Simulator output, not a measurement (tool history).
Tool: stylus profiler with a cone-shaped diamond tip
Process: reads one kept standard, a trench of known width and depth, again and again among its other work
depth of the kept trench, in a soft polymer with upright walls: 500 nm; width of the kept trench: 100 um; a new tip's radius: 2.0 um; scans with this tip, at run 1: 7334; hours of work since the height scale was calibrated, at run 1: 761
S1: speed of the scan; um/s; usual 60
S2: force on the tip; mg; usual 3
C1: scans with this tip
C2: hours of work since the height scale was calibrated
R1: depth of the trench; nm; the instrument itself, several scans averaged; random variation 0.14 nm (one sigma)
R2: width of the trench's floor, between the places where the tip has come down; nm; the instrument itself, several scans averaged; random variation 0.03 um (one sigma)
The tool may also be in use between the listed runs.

{"run": 1, "hour": 0.0, "S1": 60, "S2": 3, "C1": 7334, "C2": 761, "R1": 506.1, "R2": 96910}
{"run": 2, "hour": 28.9, "S1": 17, "S2": 3, "C1": 7555, "C2": 784, "R1": 506.27, "R2": 96960}
{"run": 3, "hour": 57.9, "S1": 20, "S2": 3, "C1": 7777, "C2": 807, "R1": 506.32, "R2": 96850}
{"run": 4, "hour": 112.6, "S1": 20, "S2": 3, "C1": 8195, "C2": 850, "R1": 506.57, "R2": 96920}
{"run": 5, "hour": 157.9, "S1": 192, "S2": 3, "C1": 8542, "C2": 886, "R1": 506.53, "R2": 96640}
{"run": 6, "hour": 219.7, "S1": 106, "S2": 3, "C1": 9014, "C2": 935, "R1": 506.66, "R2": 96680}
{"run": 7, "hour": 279.7, "S1": 106, "S2": 3, "C1": 9473, "C2": 983, "R1": 506.63, "R2": 96670}
{"run": 8, "hour": 335.6, "S1": 207, "S2": 1.95, "C1": 9900, "C2": 1027, "R1": 505.78, "R2": 96460}
{"hour": 377.7, "done": "height scale calibrated on a step standard"}
{"run": 9, "hour": 385.7, "S1": 17, "S2": 1.95, "C1": 10280, "C2": 6, "R1": 503.69, "R2": 96780}
{"run": 10, "hour": 436.8, "S1": 20, "S2": 3.96, "C1": 10671, "C2": 47, "R1": 505.66, "R2": 96800}
{"run": 11, "hour": 499.2, "S1": 17, "S2": 1.52, "C1": 11148, "C2": 96, "R1": 502.94, "R2": 96800}

The next listed run, before its measurement:
{"run": 12, "hour": 562.8, "S1": 64, "S2": 5.48, "C1": 11634, "C2": 147, "R1": "?", "R2": "?"}

Run 12 gave R1 507.11 nm, R2 96740 nm.
Without the tool's hidden state the same run would have given R1 506.74 nm, R2 97300 nm.
